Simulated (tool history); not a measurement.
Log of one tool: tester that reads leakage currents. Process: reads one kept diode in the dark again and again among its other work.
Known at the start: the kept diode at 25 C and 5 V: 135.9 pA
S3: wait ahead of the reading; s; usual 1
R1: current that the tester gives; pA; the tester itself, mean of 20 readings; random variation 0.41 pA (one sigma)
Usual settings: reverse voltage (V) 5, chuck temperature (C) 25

Run 1, hour 0: usual settings. Result: R1 160.29 pA.
Run 2, hour 42.4: usual settings but reverse voltage (V) 1.97. Result: R1 108.9 pA.
Run 3, hour 62.4: usual settings but reverse voltage (V) 1.97. Result: R1 109.16 pA.
Run 4, hour 81.1: usual settings but reverse voltage (V) 1.97. Result: R1 109.83 pA.
At hour 85.9: tester calibrated.
Run 5, hour 119.9: usual settings but reverse voltage (V) 1.97. Result: R1 109.94 pA.
At hour 123.8: chuck's temperature calibrated.
Run 6, hour 153.7: usual settings but reverse voltage (V) 1.97. Result: R1 92.03 pA.
Run 7, hour 192: usual settings but reverse voltage (V) 1.97. Result: R1 92.46 pA.
Run 8, hour 227.3: usual settings but reverse voltage (V) 1.97. Result: R1 93.73 pA.
Run 9, hour 253.3: usual settings but reverse voltage (V) 4.67. Result: R1 135.62 pA.
Run 10, hour 292.1: usual settings but reverse voltage (V) 4.67, chuck temperature (C) 54. Result: R1 1288.4 pA.
Run 11, hour 316.1: usual settings but reverse voltage (V) 4.67, chuck temperature (C) 54. Result: R1 1288.52 pA.
At hour 319.8: tester calibrated, once more.
Run 12, hour 357.4: usual settings but reverse voltage (V) 6.01, S3 0.42 s. Result: R1 155.79 pA.
Run 13, hour 397.9: usual settings but reverse voltage (V) 6.16, chuck temperature (C) 52, S3 9.92 s. Result: R1 1276.28 pA.

Forecast each of these 3 alternatives for the next run:
Run A, hour 422.3: usual settings but reverse voltage (V) 2.3, chuck temperature (C) 50, S3 0.58 s. Result: R1 ?.
Run B, hour 422.3: usual settings but reverse voltage (V) 3.27. Result: R1 ?.
Run C, hour 422.3: usual settings but S3 1.24 s. Result: R1 ?.

run      R1
  A  732.74
  B  120.14
  C  143.92
Without the tool's hidden state the same runs would have given:
run      R1
  A  702.84
  B  113.98
  C  136.34
